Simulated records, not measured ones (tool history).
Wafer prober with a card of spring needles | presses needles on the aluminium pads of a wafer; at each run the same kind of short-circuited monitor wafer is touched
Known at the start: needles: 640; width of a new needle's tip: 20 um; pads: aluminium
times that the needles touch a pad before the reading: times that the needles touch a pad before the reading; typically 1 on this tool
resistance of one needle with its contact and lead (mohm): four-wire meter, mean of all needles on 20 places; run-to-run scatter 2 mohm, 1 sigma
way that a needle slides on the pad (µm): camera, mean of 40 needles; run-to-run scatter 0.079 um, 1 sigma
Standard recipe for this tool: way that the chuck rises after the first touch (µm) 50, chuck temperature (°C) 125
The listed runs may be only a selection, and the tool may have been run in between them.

| run | hour | way that the chuck rises after the first touch (µm) | chuck temperature (°C) | times that the needles touch a pad before the reading | resistance of one needle with its contact and lead (mohm) | way that a needle slides on the pad (µm) |
|---|---|---|---|---|---|---|
| 1 | 0.0 | 50 | 125 | 1 | 220 | 11.94 |
|  | 13.3 | tips cleaned on abrasive film |
|  | 29.3 | tips cleaned on abrasive film |
|  | 45.7 | tips cleaned on abrasive film |
| 2 | 46.2 | 50 | 125 | 1 | 220 | 11.79 |
|  | 62.1 | tips cleaned on abrasive film |
|  | 78.9 | tips cleaned on abrasive film |
| 3 | 83.9 | 50 | 125 | 1 | 219 | 11.99 |
|  | 93.9 | tips cleaned on abrasive film |
|  | 109.0 | tips cleaned on abrasive film |
|  | 125.7 | tips cleaned on abrasive film |
| 4 | 132.5 | 50 | 125 | 1 | 220 | 11.91 |
|  | 141.1 | tips cleaned on abrasive film |
|  | 155.9 | tips cleaned on abrasive film |
|  | 171.2 | tips cleaned on abrasive film |
|  | 174.9 | height of the first contact set anew |
| 5 | 182.4 | 50 | 125 | 1 | 217 | 11.91 |
|  | 188.7 | tips cleaned on abrasive film |
|  | 205.6 | tips cleaned on abrasive film |
|  | 222.0 | tips cleaned on abrasive film |
| 6 | 227.3 | 50 | 125 | 1 | 223 | 12.00 |
|  | 236.5 | tips cleaned on abrasive film |
|  | 253.2 | tips cleaned on abrasive film |
| 7 | 256.8 | 50 | 125 | 1 | 221 | 11.85 |
|  | 267.3 | tips cleaned on abrasive film |
|  | 283.4 | tips cleaned on abrasive film |
| 8 | 286.7 | 50 | 125 | 1 | 220 | 11.86 |
|  | 299.4 | tips cleaned on abrasive film |
| 9 | 312.4 | 67 | 125 | 1 | 208 | 15.86 |
|  | 316.0 | tips cleaned on abrasive film |
|  | 332.0 | tips cleaned on abrasive film |
|  | 348.4 | tips cleaned on abrasive film |
| 10 | 358.9 | 50 | 125 | 1 | 222 | 11.91 |
|  | 362.5 | tips cleaned on abrasive film |
|  | 378.8 | tips cleaned on abrasive film |
| 11 | 390.2 | 50 | 125 | 2 | 217 | 11.95 |
|  | 393.5 | tips cleaned on abrasive film |
|  | 409.3 | tips cleaned on abrasive film |
|  | 424.0 | tips cleaned on abrasive film |
| 12 | 426.2 | 50 | 33 | 2 | 196 | 11.86 |
|  | 440.0 | tips cleaned on abrasive film |
|  | 456.4 | tips cleaned on abrasive film |
|  | 473.6 | tips cleaned on abrasive film |
| 13 | 474.5 | 39 | 33 | 2 | 204 | 9.16 |
|  | 488.9 | tips cleaned on abrasive film |
|  | 505.9 | tips cleaned on abrasive film |
|  | 520.6 | tips cleaned on abrasive film |
| 14 | 520.6 | 52 | 125 | 1 | 218 | 12.34 |
|  | 524.4 | height of the first contact set anew |
|  | 538.0 | tips cleaned on abrasive film |
| 15 | 547.2 | 52 | 125 | 1 | 221 | 12.31 |
|  | 553.3 | tips cleaned on abrasive film |
|  | 570.3 | tips cleaned on abrasive film |
| 16 | 583.8 | 52 | 125 | 1 | 223 | 12.45 |
|  | 587.1 | tips cleaned on abrasive film |
|  | 604.6 | tips cleaned on abrasive film |
| 17 | 609.6 | 50 | 37 | 2 | 198 | 11.90 |
|  | 619.6 | tips cleaned on abrasive film |
|  | 636.2 | tips cleaned on abrasive film |
|  | 652.2 | tips cleaned on abrasive film |
| 18 | 653.4 | 50 | 37 | 2 | 198 | 11.89 |
|  | 666.9 | tips cleaned on abrasive film |
|  | 683.5 | tips cleaned on abrasive film |
|  | 699.5 | tips cleaned on abrasive film |
| 19 | 702.2 | 50 | 85 | 2 | 210 | 11.78 |
|  | 715.5 | tips cleaned on abrasive film |
|  | 731.2 | tips cleaned on abrasive film |
| 20 | 734.8 | 50 | 85 | 2 | 209 | 11.95 |
|  | 745.4 | tips cleaned on abrasive film |
|  | 760.7 | tips cleaned on abrasive film |
|  | 777.2 | tips cleaned on abrasive film |
| 21 | 781.1 | 47 | 29 | 2 | 200 | 11.27 |
|  | 791.6 | tips cleaned on abrasive film |
|  | 809.1 | tips cleaned on abrasive film |
| 22 | 822.8 | 40 | 29 | 3 | 203 | 9.58 |
|  | 825.7 | tips cleaned on abrasive film |
|  | 842.4 | tips cleaned on abrasive film |
|  | 858.5 | tips cleaned on abrasive film |
| 23 | 858.5 | 35 | 34 | 1 | 209 | 8.42 |
|  | 874.0 | tips cleaned on abrasive film |
|  | 874.3 | height of the first contact set anew |
|  | 888.3 | tips cleaned on abrasive film |
|  | 904.8 | tips cleaned on abrasive film |
| 24 | 910.6 | 35 | 34 | 1 | 209 | 8.39 |
|  | 921.1 | tips cleaned on abrasive film |
|  | 937.0 | tips cleaned on abrasive film |
| 25 | 949.0 | 35 | 34 | 1 | 210 | 8.15 |
|  | 952.5 | tips cleaned on abrasive film |
|  | 969.1 | tips cleaned on abrasive film |
| 26 | 982.5 | 35 | 34 | 1 | 211 | 8.29 |
|  | 986.1 | tips cleaned on abrasive film |
|  | 1002.2 | tips cleaned on abrasive film |
|  | 1018.5 | tips cleaned on abrasive film |
|  | 1033.9 | tips cleaned on abrasive film |
| 27 | 1035.7 | 52 | 32 | 1 | 193 | 12.28 |
|  | 1048.9 | tips cleaned on abrasive film |
| 28 | 1059.1 | 52 | 32 | 1 | 195 | 12.37 |
|  | 1066.2 | tips cleaned on abrasive film |
|  | 1082.0 | tips cleaned on abrasive film |
| 29 | 1091.2 | 52 | 32 | 1 | 197 | 12.52 |
|  | 1097.3 | tips cleaned on abrasive film |
|  | 1114.4 | tips cleaned on abrasive film |
| 30 | 1127.4 | 52 | 32 | 1 | 196 | 12.43 |

Consider 3 possible next runs. They are alternatives, not a sequence: every one starts from the tool as it was left by run 30. What does each give?
|  | 1131.0 | tips cleaned on abrasive film |
|  | 1146.5 | tips cleaned on abrasive film |
|  | 1162.8 | tips cleaned on abrasive film |
| A | 1163.9 | 33 | 125 | 2 | ? | ? |
|  | 1131.0 | tips cleaned on abrasive film |
|  | 1146.5 | tips cleaned on abrasive film |
|  | 1162.8 | tips cleaned on abrasive film |
| B | 1163.9 | 34 | 89 | 1 | ? | ? |
|  | 1131.0 | tips cleaned on abrasive film |
|  | 1146.5 | tips cleaned on abrasive film |
|  | 1162.8 | tips cleaned on abrasive film |
| C | 1163.9 | 62 | 36 | 2 | ? | ? |

| run | resistance of one needle with its contact and lead (mohm) | way that a needle slides on the pad (µm) |
|---|---|---|
| A | 237 | 7.91 |
| B | 228 | 8.14 |
| C | 187 | 14.89 |
Without the tool's hidden state the same runs would have given:
| run | resistance of one needle with its contact and lead (mohm) | way that a needle slides on the pad (µm) |
|---|---|---|
| A | 237 | 7.91 |
| B | 228 | 8.14 |
| C | 187 | 14.89 |
